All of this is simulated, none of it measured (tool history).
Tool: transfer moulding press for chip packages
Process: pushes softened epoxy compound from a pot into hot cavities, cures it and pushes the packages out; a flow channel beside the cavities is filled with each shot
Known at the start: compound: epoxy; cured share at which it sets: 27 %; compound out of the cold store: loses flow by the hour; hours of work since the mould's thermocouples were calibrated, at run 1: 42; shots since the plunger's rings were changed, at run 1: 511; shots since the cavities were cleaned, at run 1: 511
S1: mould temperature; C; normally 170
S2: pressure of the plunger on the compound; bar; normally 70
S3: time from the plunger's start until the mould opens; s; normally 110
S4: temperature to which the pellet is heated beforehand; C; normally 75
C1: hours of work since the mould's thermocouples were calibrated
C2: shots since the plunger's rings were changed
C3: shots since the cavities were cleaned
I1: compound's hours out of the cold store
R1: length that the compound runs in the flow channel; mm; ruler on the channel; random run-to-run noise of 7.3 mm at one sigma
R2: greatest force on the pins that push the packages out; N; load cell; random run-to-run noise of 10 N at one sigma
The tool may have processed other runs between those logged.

run 1 day=0 | S1=170 S2=70 S3=110 S4=75 | C1=42 C2=511 C3=511 | I1=38.1 | R1=809 R2=788
run 2 day=2.25 | S1=170 S2=70 S3=120 S4=75 | C1=67 C2=944 C3=944 | I1=33.6 | R1=798 R2=793
-- day=2.504 cavities cleaned with cleaning compound and waxed
run 3 day=4.129 | S1=170 S2=70 S3=120 S4=75 | C1=87 C2=1294 C3=313 | I1=13.3 | R1=847 R2=708
run 4 day=7.346 | S1=173 S2=70 S3=110 S4=75 | C1=122 C2=1914 C3=933 | I1=45.5 | R1=735 R2=787
-- day=7.588 cavities cleaned with cleaning compound and waxed
run 5 day=11.196 | S1=173 S2=70 S3=110 S4=75 | C1=163 C2=2642 C3=694 | I1=19.4 | R1=802 R2=768
-- day=12.871 cavities cleaned with cleaning compound and waxed
run 6 day=13.042 | S1=173 S2=70 S3=116 S4=75 | C1=183 C2=2986 C3=33 | I1=17.7 | R1=806 R2=476
run 7 day=15.588 | S1=173 S2=70 S3=116 S4=75 | C1=210 C2=3476 C3=523 | I1=10.2 | R1=820 R2=701
run 8 day=17.608 | S1=173 S2=70 S3=116 S4=75 | C1=233 C2=3865 C3=912 | I1=13.2 | R1=805 R2=764
-- day=18 cavities cleaned with cleaning compound and waxed
run 9 day=20.583 | S1=170 S2=70 S3=110 S4=75 | C1=264 C2=4426 C3=497 | I1=18.8 | R1=800 R2=816
run 10 day=22.246 | S1=170 S2=70 S3=110 S4=75 | C1=282 C2=4746 C3=817 | I1=25 | R1=787 R2=851
-- day=23.288 cavities cleaned with cleaning compound and waxed
run 11 day=25.058 | S1=170 S2=66.8 S3=110 S4=75 | C1=312 C2=5276 C3=341 | I1=15 | R1=774 R2=770
-- day=26.058 plunger's sealing rings changed
run 12 day=28.088 | S1=170 S2=70 S3=110 S4=66 | C1=344 C2=390 C3=904 | I1=39.4 | R1=779 R2=853
-- day=28.504 cavities cleaned with cleaning compound and waxed
run 13 day=30.05 | S1=170 S2=70 S3=110 S4=66 | C1=365 C2=756 C3=298 | I1=24.1 | R1=810 R2=716
run 14 day=32.604 | S1=170 S2=70 S3=110 S4=66 | C1=393 C2=1248 C3=790 | I1=19.7 | R1=819 R2=837
-- day=33.633 cavities cleaned with cleaning compound and waxed
run 15 day=35.75 | S1=170 S2=77.5 S3=147 S4=75 | C1=427 C2=1842 C3=408 | I1=40.3 | R1=805 R2=673
run 16 day=38.562 | S1=170 S2=77.5 S3=147 S4=75 | C1=457 C2=2383 C3=949 | I1=34.9 | R1=817 R2=756
-- day=38.838 cavities cleaned with cleaning compound and waxed
run 17 day=40.829 | S1=170 S2=59.6 S3=147 S4=70 | C1=481 C2=2807 C3=383 | I1=11.5 | R1=779 R2=676
run 18 day=43.754 | S1=170 S2=54 S3=122 S4=85 | C1=513 C2=3370 C3=946 | I1=23.8 | R1=691 R2=788
-- day=44.171 cavities cleaned with cleaning compound and waxed
run 19 day=46.788 | S1=170 S2=54 S3=119 S4=69 | C1=546 C2=3943 C3=504 | I1=41.1 | R1=657 R2=723
run 20 day=48.642 | S1=163 S2=80.5 S3=119 S4=69 | C1=566 C2=4300 C3=861 | I1=16 | R1=869 R2=1136
-- day=49.362 cavities cleaned with cleaning compound and waxed
run 21 day=52.329 | S1=170 S2=70 S3=107 S4=83 | C1=605 C2=4998 C3=572 | I1=21.3 | R1=777 R2=832
-- day=53.212 mould's thermocouples calibrated
-- day=54.65 cavities cleaned with cleaning compound and waxed
-- day=54.925 plunger's sealing rings changed
run 22 day=55.65 | S1=175 S2=61.4 S3=135 S4=68 | C1=25 C2=140 C3=172 | I1=45.7 | R1=710 R2=542
run 23 day=57.975 | S1=170 S2=69.7 S3=94 S4=66 | C1=50 C2=588 C3=620 | I1=27.8 | R1=819 R2=1018
-- day=59.821 cavities cleaned with cleaning compound and waxed
run 24 day=59.821 | S1=170 S2=69.7 S3=94 S4=66 | C1=70 C2=931 C3=0 | I1=31.8 | R1=812 R2=555
run 25 day=61.808 | S1=174 S2=74.2 S3=92 S4=79 | C1=91 C2=1314 C3=383 | I1=38.4 | R1=795 R2=764
-- day=64.917 cavities cleaned with cleaning compound and waxed
run 26 day=65.546 | S1=177 S2=62.5 S3=148 S4=77 | C1=131 C2=2022 C3=121 | I1=42.1 | R1=711 R2=502
run 27 day=67.246 | S1=169 S2=83.5 S3=118 S4=76 | C1=150 C2=2349 C3=448 | I1=22.6 | R1=897 R2=750

Subtracting, for every run, the result it would have given without the tool's unlogged condition from the measured result gives the following. The same run-to-run variation enters both numbers; the gauge's scatter may not:
Hidden state present: true mould temperature over the reading, C; pressure that reaches the compound, % of what is set; grip of the stained cavities, % over clean ones'; drift of the gauge itself on flow_mm, %; drift of the gauge itself on push_out_n, %.
run=1 R1=-9 R2=+335
run=2 R1=-15 R2=+366
run=3 R1=-21 R2=+259
run=4 R1=-27 R2=+364
run=5 R1=-39 R2=+342
run=6 R1=-44 R2=+46
run=7 R1=-51 R2=+295
run=8 R1=-56 R2=+355
run=9 R1=-64 R2=+345
run=10 R1=-68 R2=+387
run=11 R1=-77 R2=+295
run=12 R1=-8 R2=+391
run=13 R1=-13 R2=+250
run=14 R1=-21 R2=+379
run=15 R1=-28 R2=+269
run=16 R1=-36 R2=+350
run=17 R1=-41 R2=+259
run=18 R1=-43 R2=+362
run=19 R1=-48 R2=+299
run=20 R1=-71 R2=+503
run=21 R1=-74 R2=+355
run=22 R1=-3 R2=+145
run=23 R1=-10 R2=+429
run=24 R1=-14 R2=-8
run=25 R1=-18 R2=+292
run=26 R1=-24 R2=+115
run=27 R1=-36 R2=+301

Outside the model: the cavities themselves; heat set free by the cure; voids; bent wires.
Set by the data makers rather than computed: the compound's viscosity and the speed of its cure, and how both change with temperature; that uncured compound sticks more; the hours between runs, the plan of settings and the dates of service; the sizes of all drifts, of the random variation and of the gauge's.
